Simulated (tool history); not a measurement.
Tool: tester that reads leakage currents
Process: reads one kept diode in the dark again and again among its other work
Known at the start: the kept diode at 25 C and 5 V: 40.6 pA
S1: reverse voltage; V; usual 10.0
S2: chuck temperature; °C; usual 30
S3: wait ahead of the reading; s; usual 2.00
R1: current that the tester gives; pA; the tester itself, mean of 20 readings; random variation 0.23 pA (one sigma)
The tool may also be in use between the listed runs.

run   hour    S1  S2    S3      R1
  1    0.0  10.0  30  2.00   77.11
  2   44.5  10.0  30  2.00   77.22
  3  120.5  10.0  30  2.00   77.61
  4  182.1  10.0  30  2.00   77.83
  5  272.3  10.0  30  2.00   77.79
  6  342.1  10.0  30  2.00   78.49
  7  416.6  10.0  30  2.00   78.66
  8  477.4  10.0  30  2.00   78.60
  9  554.1   7.2  20  0.82   34.71
 10  598.7  10.0  21  0.57   43.80
 11  661.1  15.5  30  2.00   92.51
     667.8  -- tester calibrated
 12  723.8   8.4  35  0.42  109.89
 13  772.9   8.4  35  0.42  109.54
     843.3  -- tester calibrated, once more
 14  852.0  10.0  30  0.45   85.02
 15  908.0   9.0  26  2.46   58.57
 16  976.3   1.1  29  1.04   35.46

5 ways to go on from here, each from the tool as it stands after run 16. What would each give?
  A  1021.4  17.5  35  1.39   ?
  B  1021.4   1.6  29  1.04   ?
  C  1021.4   2.1  37  0.77   ?
  D  1021.4   4.2  29  0.56   ?
  E  1021.4   2.6  30  2.00   ?

run      R1
  A  142.22
  B   40.04
  C   79.25
  D   56.87
  E   50.92
Without the tool's hidden state the same runs would have given:
run      R1
  A  132.79
  B   38.35
  C   76.36
  D   53.91
  E   48.60
